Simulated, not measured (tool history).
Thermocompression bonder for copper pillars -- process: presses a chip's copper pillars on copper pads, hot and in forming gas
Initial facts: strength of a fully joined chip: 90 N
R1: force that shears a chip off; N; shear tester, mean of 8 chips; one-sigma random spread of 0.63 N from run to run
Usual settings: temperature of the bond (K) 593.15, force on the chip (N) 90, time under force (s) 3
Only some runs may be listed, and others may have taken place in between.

run 1 hour=0.0 | temperature_of_the_bond_(K)=593.15 force_on_the_chip_(N)=90 time_under_force_(s)=3 | R1=63.0
run 2 hour=12.4 | temperature_of_the_bond_(K)=593.15 force_on_the_chip_(N)=90 time_under_force_(s)=3 | R1=62.9
-- hour=19.0 forming gas filter changed
run 3 hour=23.4 | temperature_of_the_bond_(K)=593.15 force_on_the_chip_(N)=90 time_under_force_(s)=3 | R1=63.4
run 4 hour=34.8 | temperature_of_the_bond_(K)=583.15 force_on_the_chip_(N)=90 time_under_force_(s)=3 | R1=59.4
run 5 hour=42.6 | temperature_of_the_bond_(K)=583.15 force_on_the_chip_(N)=90 time_under_force_(s)=3 | R1=60.0
run 6 hour=48.1 | temperature_of_the_bond_(K)=593.15 force_on_the_chip_(N)=90 time_under_force_(s)=3 | R1=63.1
run 7 hour=57.7 | temperature_of_the_bond_(K)=593.15 force_on_the_chip_(N)=90 time_under_force_(s)=3 | R1=62.6
run 8 hour=67.2 | temperature_of_the_bond_(K)=593.15 force_on_the_chip_(N)=90 time_under_force_(s)=5 | R1=71.1
run 9 hour=75.9 | temperature_of_the_bond_(K)=593.15 force_on_the_chip_(N)=90 time_under_force_(s)=5 | R1=70.7
run 10 hour=83.9 | temperature_of_the_bond_(K)=593.15 force_on_the_chip_(N)=90 time_under_force_(s)=5 | R1=72.0
run 11 hour=94.2 | temperature_of_the_bond_(K)=593.15 force_on_the_chip_(N)=90 time_under_force_(s)=3 | R1=63.2
run 12 hour=103.6 | temperature_of_the_bond_(K)=593.15 force_on_the_chip_(N)=60 time_under_force_(s)=3 | R1=45.1
run 13 hour=109.0 | temperature_of_the_bond_(K)=593.15 force_on_the_chip_(N)=60 time_under_force_(s)=3 | R1=45.6
run 14 hour=117.2 | temperature_of_the_bond_(K)=593.15 force_on_the_chip_(N)=60 time_under_force_(s)=3 | R1=45.6
run 15 hour=127.4 | temperature_of_the_bond_(K)=593.15 force_on_the_chip_(N)=90 time_under_force_(s)=3 | R1=64.3
run 16 hour=136.6 | temperature_of_the_bond_(K)=593.15 force_on_the_chip_(N)=90 time_under_force_(s)=3 | R1=64.4
run 17 hour=142.8 | temperature_of_the_bond_(K)=577.15 force_on_the_chip_(N)=90 time_under_force_(s)=3 | R1=57.6
run 18 hour=155.0 | temperature_of_the_bond_(K)=577.15 force_on_the_chip_(N)=90 time_under_force_(s)=3 | R1=57.0
run 19 hour=160.1 | temperature_of_the_bond_(K)=593.15 force_on_the_chip_(N)=90 time_under_force_(s)=7 | R1=75.8
run 20 hour=166.7 | temperature_of_the_bond_(K)=609.15 force_on_the_chip_(N)=118 time_under_force_(s)=8 | R1=84.9
run 21 hour=174.5 | temperature_of_the_bond_(K)=609.15 force_on_the_chip_(N)=118 time_under_force_(s)=8 | R1=86.8
run 22 hour=182.8 | temperature_of_the_bond_(K)=579.15 force_on_the_chip_(N)=90 time_under_force_(s)=3 | R1=58.6
run 23 hour=191.8 | temperature_of_the_bond_(K)=593.15 force_on_the_chip_(N)=90 time_under_force_(s)=5 | R1=70.8
run 24 hour=204.3 | temperature_of_the_bond_(K)=615.15 force_on_the_chip_(N)=90 time_under_force_(s)=3 | R1=70.2
run 25 hour=210.3 | temperature_of_the_bond_(K)=619.15 force_on_the_chip_(N)=118 time_under_force_(s)=3 | R1=80.8
run 26 hour=217.1 | temperature_of_the_bond_(K)=612.15 force_on_the_chip_(N)=102 time_under_force_(s)=2 | R1=69.3
run 27 hour=224.1 | temperature_of_the_bond_(K)=612.15 force_on_the_chip_(N)=102 time_under_force_(s)=2 | R1=67.4
run 28 hour=229.6 | temperature_of_the_bond_(K)=602.15 force_on_the_chip_(N)=66 time_under_force_(s)=2 | R1=45.2
run 29 hour=236.5 | temperature_of_the_bond_(K)=602.15 force_on_the_chip_(N)=66 time_under_force_(s)=2 | R1=46.2
run 30 hour=246.6 | temperature_of_the_bond_(K)=602.15 force_on_the_chip_(N)=66 time_under_force_(s)=2 | R1=45.7
run 31 hour=255.1 | temperature_of_the_bond_(K)=608.15 force_on_the_chip_(N)=74 time_under_force_(s)=6 | R1=69.8
run 32 hour=264.9 | temperature_of_the_bond_(K)=604.15 force_on_the_chip_(N)=55 time_under_force_(s)=2 | R1=38.8
run 33 hour=271.1 | temperature_of_the_bond_(K)=604.15 force_on_the_chip_(N)=55 time_under_force_(s)=2 | R1=39.1
run 34 hour=282.3 | temperature_of_the_bond_(K)=604.15 force_on_the_chip_(N)=120 time_under_force_(s)=3 | R1=79.2
run 35 hour=288.6 | temperature_of_the_bond_(K)=604.15 force_on_the_chip_(N)=82 time_under_force_(s)=2 | R1=55.3
run 36 hour=298.8 | temperature_of_the_bond_(K)=612.15 force_on_the_chip_(N)=82 time_under_force_(s)=6 | R1=75.1
run 37 hour=306.4 | temperature_of_the_bond_(K)=612.15 force_on_the_chip_(N)=82 time_under_force_(s)=6 | R1=75.6
run 38 hour=316.4 | temperature_of_the_bond_(K)=593.15 force_on_the_chip_(N)=109 time_under_force_(s)=3 | R1=70.9

Consider 4 possible next runs. They are alternatives, not a sequence: every one starts from the tool as it was left by run 38. What does each give?
run A hour=322.7 | temperature_of_the_bond_(K)=603.15 force_on_the_chip_(N)=59 time_under_force_(s)=4 | R1=?
run B hour=322.7 | temperature_of_the_bond_(K)=593.15 force_on_the_chip_(N)=88 time_under_force_(s)=3 | R1=?
run C hour=322.7 | temperature_of_the_bond_(K)=603.15 force_on_the_chip_(N)=109 time_under_force_(s)=3 | R1=?
run D hour=322.7 | temperature_of_the_bond_(K)=593.15 force_on_the_chip_(N)=130 time_under_force_(s)=3 | R1=?

run=A R1=52.1
run=B R1=60.9
run=C R1=75.0
run=D R1=78.5
The same runs, with their run-to-run variation unchanged, on a tool lacking any hidden condition would have given:
run=A R1=52.1
run=B R1=61.0
run=C R1=75.1
run=D R1=78.6

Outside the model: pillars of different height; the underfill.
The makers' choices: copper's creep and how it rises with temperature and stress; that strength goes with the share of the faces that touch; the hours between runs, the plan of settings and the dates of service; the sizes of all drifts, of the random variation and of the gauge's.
